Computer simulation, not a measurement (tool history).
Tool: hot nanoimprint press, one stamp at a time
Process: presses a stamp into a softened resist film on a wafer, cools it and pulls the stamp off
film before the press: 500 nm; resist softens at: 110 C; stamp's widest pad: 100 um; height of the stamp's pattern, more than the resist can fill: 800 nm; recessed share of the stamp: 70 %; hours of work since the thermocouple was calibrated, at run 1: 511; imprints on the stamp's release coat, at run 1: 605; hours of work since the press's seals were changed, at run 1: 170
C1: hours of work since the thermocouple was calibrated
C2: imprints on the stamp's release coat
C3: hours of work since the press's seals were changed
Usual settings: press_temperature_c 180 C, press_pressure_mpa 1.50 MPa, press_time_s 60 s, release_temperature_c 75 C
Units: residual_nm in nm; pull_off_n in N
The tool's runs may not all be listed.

{"run": 1, "hour": 0.0, "press_temperature_c": 180, "press_pressure_mpa": 1.5, "press_time_s": 60, "release_temperature_c": 75, "C1": 511, "C2": 605, "C3": 170, "residual_nm": 282.1, "pull_off_n": 222}
{"run": 2, "hour": 17.4, "press_temperature_c": 180, "press_pressure_mpa": 1.5, "press_time_s": 60, "release_temperature_c": 75, "C1": 522, "C2": 688, "C3": 181, "residual_nm": 277.8, "pull_off_n": 228}
{"run": 3, "hour": 32.8, "press_temperature_c": 180, "press_pressure_mpa": 1.5, "press_time_s": 60, "release_temperature_c": 75, "C1": 532, "C2": 761, "C3": 191, "residual_nm": 277.2, "pull_off_n": 222}
{"run": 4, "hour": 41.5, "press_temperature_c": 180, "press_pressure_mpa": 1.5, "press_time_s": 60, "release_temperature_c": 75, "C1": 538, "C2": 802, "C3": 196, "residual_nm": 278.3, "pull_off_n": 222}
{"run": 5, "hour": 58.6, "press_temperature_c": 180, "press_pressure_mpa": 1.5, "press_time_s": 60, "release_temperature_c": 75, "C1": 549, "C2": 884, "C3": 207, "residual_nm": 276.2, "pull_off_n": 223}
{"hour": 69.7, "done": "stamp cleaned and given a new release coat"}
{"run": 6, "hour": 76.3, "press_temperature_c": 180, "press_pressure_mpa": 1.5, "press_time_s": 60, "release_temperature_c": 75, "C1": 556, "C2": 32, "C3": 215, "residual_nm": 275.9, "pull_off_n": 222}
{"run": 7, "hour": 92.3, "press_temperature_c": 180, "press_pressure_mpa": 1.5, "press_time_s": 60, "release_temperature_c": 75, "C1": 566, "C2": 108, "C3": 225, "residual_nm": 276.4, "pull_off_n": 222}
{"hour": 107.3, "done": "plate thermocouple calibrated"}
{"run": 8, "hour": 109.9, "press_temperature_c": 180, "press_pressure_mpa": 1.5, "press_time_s": 60, "release_temperature_c": 75, "C1": 2, "C2": 177, "C3": 234, "residual_nm": 274.4, "pull_off_n": 226}
{"run": 9, "hour": 119.8, "press_temperature_c": 180, "press_pressure_mpa": 1.5, "press_time_s": 60, "release_temperature_c": 75, "C1": 8, "C2": 224, "C3": 241, "residual_nm": 280.3, "pull_off_n": 223}
{"run": 10, "hour": 130.6, "press_temperature_c": 180, "press_pressure_mpa": 1.5, "press_time_s": 60, "release_temperature_c": 75, "C1": 15, "C2": 276, "C3": 247, "residual_nm": 274.0, "pull_off_n": 225}
{"run": 11, "hour": 144.3, "press_temperature_c": 181, "press_pressure_mpa": 1.65, "press_time_s": 70, "release_temperature_c": 66, "C1": 24, "C2": 341, "C3": 256, "residual_nm": 240.3, "pull_off_n": 271}
{"run": 12, "hour": 162.6, "press_temperature_c": 180, "press_pressure_mpa": 1.25, "press_time_s": 74, "release_temperature_c": 75, "C1": 35, "C2": 428, "C3": 268, "residual_nm": 281.2, "pull_off_n": 226}
{"run": 13, "hour": 182.5, "press_temperature_c": 180, "press_pressure_mpa": 1.25, "press_time_s": 74, "release_temperature_c": 75, "C1": 48, "C2": 523, "C3": 280, "residual_nm": 282.4, "pull_off_n": 226}
{"run": 14, "hour": 200.4, "press_temperature_c": 180, "press_pressure_mpa": 1.25, "press_time_s": 74, "release_temperature_c": 75, "C1": 59, "C2": 608, "C3": 292, "residual_nm": 282.9, "pull_off_n": 231}
{"run": 15, "hour": 212.6, "press_temperature_c": 180, "press_pressure_mpa": 1.84, "press_time_s": 59, "release_temperature_c": 61, "C1": 67, "C2": 666, "C3": 300, "residual_nm": 251.0, "pull_off_n": 299}
{"run": 16, "hour": 225.3, "press_temperature_c": 177, "press_pressure_mpa": 1.84, "press_time_s": 59, "release_temperature_c": 61, "C1": 75, "C2": 727, "C3": 308, "residual_nm": 280.0, "pull_off_n": 300}
{"run": 17, "hour": 237.6, "press_temperature_c": 180, "press_pressure_mpa": 1.5, "press_time_s": 109, "release_temperature_c": 75, "C1": 83, "C2": 785, "C3": 316, "residual_nm": 227.5, "pull_off_n": 224}
{"run": 18, "hour": 258.7, "press_temperature_c": 192, "press_pressure_mpa": 1.5, "press_time_s": 60, "release_temperature_c": 82, "C1": 97, "C2": 886, "C3": 329, "residual_nm": 168.9, "pull_off_n": 193}
{"hour": 268.2, "done": "stamp cleaned and given a new release coat"}
{"run": 19, "hour": 274.8, "press_temperature_c": 192, "press_pressure_mpa": 1.41, "press_time_s": 92, "release_temperature_c": 82, "C1": 103, "C2": 31, "C3": 336, "residual_nm": 150.0, "pull_off_n": 193}
{"run": 20, "hour": 287.7, "press_temperature_c": 180, "press_pressure_mpa": 2.19, "press_time_s": 60, "release_temperature_c": 73, "C1": 111, "C2": 92, "C3": 344, "residual_nm": 225.1, "pull_off_n": 234}

Forecast each of these 3 alternatives for the next run:
{"run": "A", "hour": 299.7, "press_temperature_c": 191, "press_pressure_mpa": 1.5, "press_time_s": 38, "release_temperature_c": 73, "C1": 119, "C2": 149, "C3": 351, "residual_nm": "?", "pull_off_n": "?"}
{"run": "B", "hour": 299.7, "press_temperature_c": 186, "press_pressure_mpa": 1.5, "press_time_s": 73, "release_temperature_c": 77, "C1": 119, "C2": 149, "C3": 351, "residual_nm": "?", "pull_off_n": "?"}
{"run": "C", "hour": 299.7, "press_temperature_c": 182, "press_pressure_mpa": 1.42, "press_time_s": 86, "release_temperature_c": 75, "C1": 119, "C2": 149, "C3": 351, "residual_nm": "?", "pull_off_n": "?"}

run=A residual_nm=204.8 pull_off_n=235
run=B residual_nm=199.7 pull_off_n=217
run=C residual_nm=233.0 pull_off_n=221
Without the tool's hidden state the same runs would have given:
run=A residual_nm=208.7 pull_off_n=235
run=B residual_nm=203.5 pull_off_n=216
run=C residual_nm=237.5 pull_off_n=221

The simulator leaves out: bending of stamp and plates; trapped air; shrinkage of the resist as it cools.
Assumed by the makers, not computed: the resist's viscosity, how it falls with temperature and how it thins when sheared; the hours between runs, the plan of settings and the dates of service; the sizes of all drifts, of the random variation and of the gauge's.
